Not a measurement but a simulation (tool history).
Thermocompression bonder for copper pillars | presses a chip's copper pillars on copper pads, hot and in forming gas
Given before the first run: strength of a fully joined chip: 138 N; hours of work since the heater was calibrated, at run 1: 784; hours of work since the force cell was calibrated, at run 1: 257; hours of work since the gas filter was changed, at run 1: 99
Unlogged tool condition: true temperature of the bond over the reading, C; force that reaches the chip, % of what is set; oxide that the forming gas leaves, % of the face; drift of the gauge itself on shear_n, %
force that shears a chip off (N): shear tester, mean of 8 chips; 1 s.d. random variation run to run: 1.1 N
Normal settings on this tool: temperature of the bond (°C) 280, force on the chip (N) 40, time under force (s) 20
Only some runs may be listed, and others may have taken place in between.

| run | hour | temperature of the bond (°C) | force on the chip (N) | time under force (s) | hours of work since the heater was calibrated | hours of work since the force cell was calibrated | hours of work since the gas filter was changed | force that shears a chip off (N) |
|---|---|---|---|---|---|---|---|---|
| 1 | 0 | 280 | 40 | 20 | 784 | 257 | 99 | 98.8 |
| 2 | 26 | 280 | 40 | 20 | 798 | 271 | 113 | 97.2 |
| 3 | 40.1 | 280 | 40 | 20 | 805 | 278 | 120 | 98.1 |
| 4 | 68.4 | 280 | 40 | 20 | 820 | 293 | 135 | 94.3 |
| 5 | 96.4 | 280 | 40 | 20 | 835 | 308 | 150 | 98.6 |
| 6 | 114.7 | 280 | 40 | 20 | 844 | 317 | 159 | 96.3 |
| 7 | 140.8 | 294 | 40 | 20 | 858 | 331 | 173 | 103.1 |
| 8 | 156.7 | 289 | 25 | 30 | 866 | 339 | 181 | 94.3 |
| 9 | 180.7 | 271 | 50 | 42 | 879 | 352 | 194 | 110.6 |
| 10 | 208.8 | 271 | 50 | 42 | 894 | 367 | 209 | 111 |
| 11 | 232.9 | 304 | 35 | 42 | 907 | 380 | 221 | 115.8 |
| 12 | 258.1 | 279 | 48 | 42 | 920 | 393 | 235 | 112.4 |
| 13 | 278.3 | 280 | 27 | 20 | 930 | 403 | 245 | 79.7 |

A few steps of force that shears a chip off (N) between consecutive runs. Split each: what settings, incoming material and random variation would produce without the hidden state, and what is left over for the hidden state, along with gauge scatter present in only one of the two compared results (measured, and without hidden state):
Run 12 -> 13: temperature of the bond (°C) 279 -> 280, force on the chip (N) 48 -> 27, time under force (s) 42 -> 20. force that shears a chip off (N) -32.7: hidden state +3.6, all else -36.3.

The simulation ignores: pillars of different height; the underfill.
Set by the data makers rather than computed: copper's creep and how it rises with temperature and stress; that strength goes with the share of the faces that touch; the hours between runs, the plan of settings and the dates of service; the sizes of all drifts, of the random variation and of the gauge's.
